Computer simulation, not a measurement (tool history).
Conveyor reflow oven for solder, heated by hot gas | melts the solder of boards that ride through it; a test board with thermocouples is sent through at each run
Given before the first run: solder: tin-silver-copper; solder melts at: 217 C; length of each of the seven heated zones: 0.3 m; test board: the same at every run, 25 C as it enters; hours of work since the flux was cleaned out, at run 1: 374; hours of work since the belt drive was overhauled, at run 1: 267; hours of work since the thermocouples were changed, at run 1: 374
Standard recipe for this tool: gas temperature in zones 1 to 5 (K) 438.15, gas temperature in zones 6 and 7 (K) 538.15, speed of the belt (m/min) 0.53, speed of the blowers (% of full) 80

run	hour	gas temperature in zones 1 to 5 (K)	gas temperature in zones 6 and 7 (K)	speed of the belt (m/min)	speed of the blowers (% of full)	hours of work since the flux was cleaned out	hours of work since the belt drive was overhauled	hours of work since the thermocouples were changed	highest temperature of the board (K)	time above the solder's melting point (s)
1	0	438.15	538.15	0.53	80	374	267	374	519.25	43.1
2	29.1	438.15	538.15	0.53	80	390	283	390	519.25	43.3
3	73.4	438.15	538.15	0.53	80	414	307	414	518.95	43.2
4	104.5	424.15	538.15	0.53	80	431	324	431	516.05	37.1
5	149.3	424.15	538.15	0.53	80	456	349	456	516.25	37
# hour 161.1: flux residue cleaned out of gas plates and filters
6	195.1	438.15	538.15	0.43	80	19	371	478	528.65	64.7
7	234.8	438.15	547.15	0.43	80	40	393	500	537.05	69.3
8	262.4	438.15	538.15	0.53	80	55	408	515	522.55	47
9	311.3	438.15	538.15	0.53	80	82	434	541	522.55	46.7
10	347.7	438.15	538.15	0.53	69	102	454	561	519.35	43.9
11	377.9	438.15	538.15	0.53	80	119	471	578	522.15	46.7
12	417.3	438.15	538.15	0.53	80	140	492	599	522.25	46.2
13	467.2	438.15	538.15	0.53	79	167	520	627	521.95	45.9
14	489	438.15	538.15	0.53	60	179	532	639	516.35	40.1
15	517.5	438.15	538.15	0.53	60	195	547	654	515.95	39.9
16	561.6	438.15	538.15	0.599	90	219	571	678	519.45	38.6
17	588.1	431.15	540.15	0.53	80	234	586	693	522.25	44.6
# hour 611.4: thermocouples of zones 6 and 7 changed
18	631.9	453.15	551.15	0.484	80	256	609	11	536.75	65.1
19	676.5	453.15	551.15	0.48	87	281	633	36	537.65	66.9
20	709.4	453.15	551.15	0.48	51	299	651	54	528.75	60.3
# hour 716: belt drive overhauled, speed set with a stopwatch
21	738.1	453.15	528.15	0.48	51	312	12	67	510.35	43.6
22	768.1	438.15	538.15	0.53	84	329	28	84	520.35	45.2
23	797.9	425.15	538.15	0.478	80	345	45	100	520.95	48
24	840.8	425.15	538.15	0.478	80	369	68	123	520.65	47.4
25	877	425.15	538.15	0.478	80	388	88	143	520.45	47.6
26	924.8	442.15	547.15	0.591	80	414	114	169	523.25	42.2
27	961.6	442.15	527.15	0.477	90	435	134	189	515.25	48.7
# hour 973.1: belt drive overhauled, speed set with a stopwatch, once more
28	1000.5	442.15	534.15	0.618	90	454	15	208	511.95	31.4
# hour 1014.8: flux residue cleaned out of gas plates and filters
29	1035.4	438.15	538.15	0.53	72	11	31	225	520.35	44.2

Each row is a separate what-if for the run after 29, all from the same tool condition, not one after another. Results?
A	1074.5	438.15	532.15	0.53	80	33	53	246	?	?
B	1074.5	431.15	538.15	0.53	73	33	53	246	?	?
C	1074.5	438.15	538.15	0.53	58	33	53	246	?	?
D	1074.5	438.15	538.15	0.53	77	33	53	246	?	?

run	highest temperature of the board (K)	time above the solder's melting point (s)
A	517.25	42.6
B	519.15	41.7
C	515.45	39.4
D	521.35	45.4
Without the tool's hidden state the same runs would have given:
run	highest temperature of the board (K)	time above the solder's melting point (s)
A	516.75	42.2
B	518.75	41.3
C	514.95	38.9
D	520.85	45
